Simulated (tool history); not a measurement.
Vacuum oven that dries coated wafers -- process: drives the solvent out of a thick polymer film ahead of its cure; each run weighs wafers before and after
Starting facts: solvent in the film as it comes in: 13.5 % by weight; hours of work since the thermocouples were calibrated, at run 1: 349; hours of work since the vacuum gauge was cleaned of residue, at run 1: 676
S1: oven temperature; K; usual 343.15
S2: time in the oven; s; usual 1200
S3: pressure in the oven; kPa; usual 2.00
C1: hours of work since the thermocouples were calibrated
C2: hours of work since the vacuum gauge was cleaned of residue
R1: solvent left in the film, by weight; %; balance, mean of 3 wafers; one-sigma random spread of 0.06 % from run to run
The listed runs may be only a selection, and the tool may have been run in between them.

run 1 day=0.000 | S1=343.15 S2=1200 S3=2.00 | C1=349 C2=676 | R1=3.63
run 2 day=1.904 | S1=343.15 S2=1200 S3=2.00 | C1=370 C2=696 | R1=3.70
run 3 day=3.592 | S1=343.15 S2=1200 S3=2.00 | C1=388 C2=714 | R1=3.58
run 4 day=4.454 | S1=343.15 S2=1200 S3=2.00 | C1=397 C2=724 | R1=3.69
run 5 day=5.621 | S1=343.15 S2=1560 S3=2.00 | C1=409 C2=736 | R1=2.86
run 6 day=6.517 | S1=343.15 S2=1200 S3=1.69 | C1=419 C2=746 | R1=3.62
-- day=6.712 vacuum gauge cleaned of residue and calibrated
run 7 day=8.342 | S1=328.15 S2=960 S3=1.24 | C1=438 C2=17 | R1=8.45
run 8 day=9.400 | S1=334.15 S2=960 S3=6.11 | C1=449 C2=29 | R1=8.81
run 9 day=10.279 | S1=334.15 S2=960 S3=6.11 | C1=458 C2=38 | R1=8.56
-- day=10.692 vacuum gauge cleaned of residue and calibrated, once more
run 10 day=11.133 | S1=334.15 S2=960 S3=6.11 | C1=467 C2=5 | R1=8.69
run 11 day=12.525 | S1=343.15 S2=2160 S3=2.32 | C1=482 C2=20 | R1=1.93
run 12 day=13.658 | S1=343.15 S2=1200 S3=1.48 | C1=494 C2=32 | R1=3.44

5 ways to go on from here, each from the tool as it stands after run 12. What would each give?
run A day=14.429 | S1=343.15 S2=1200 S3=1.74 | C1=502 C2=40 | R1=?
run B day=14.429 | S1=343.15 S2=1200 S3=3.59 | C1=502 C2=40 | R1=?
run C day=14.429 | S1=329.15 S2=1200 S3=6.54 | C1=502 C2=40 | R1=?
run D day=14.429 | S1=330.15 S2=720 S3=7.35 | C1=502 C2=40 | R1=?
run E day=14.429 | S1=343.15 S2=1200 S3=1.49 | C1=502 C2=40 | R1=?

run=A R1=3.46
run=B R1=4.24
run=C R1=9.80
run=D R1=10.76
run=E R1=3.43
Without the tool's hidden state the same runs would have given:
run=A R1=3.22
run=B R1=3.98
run=C R1=9.55
run=D R1=10.56
run=E R1=3.20
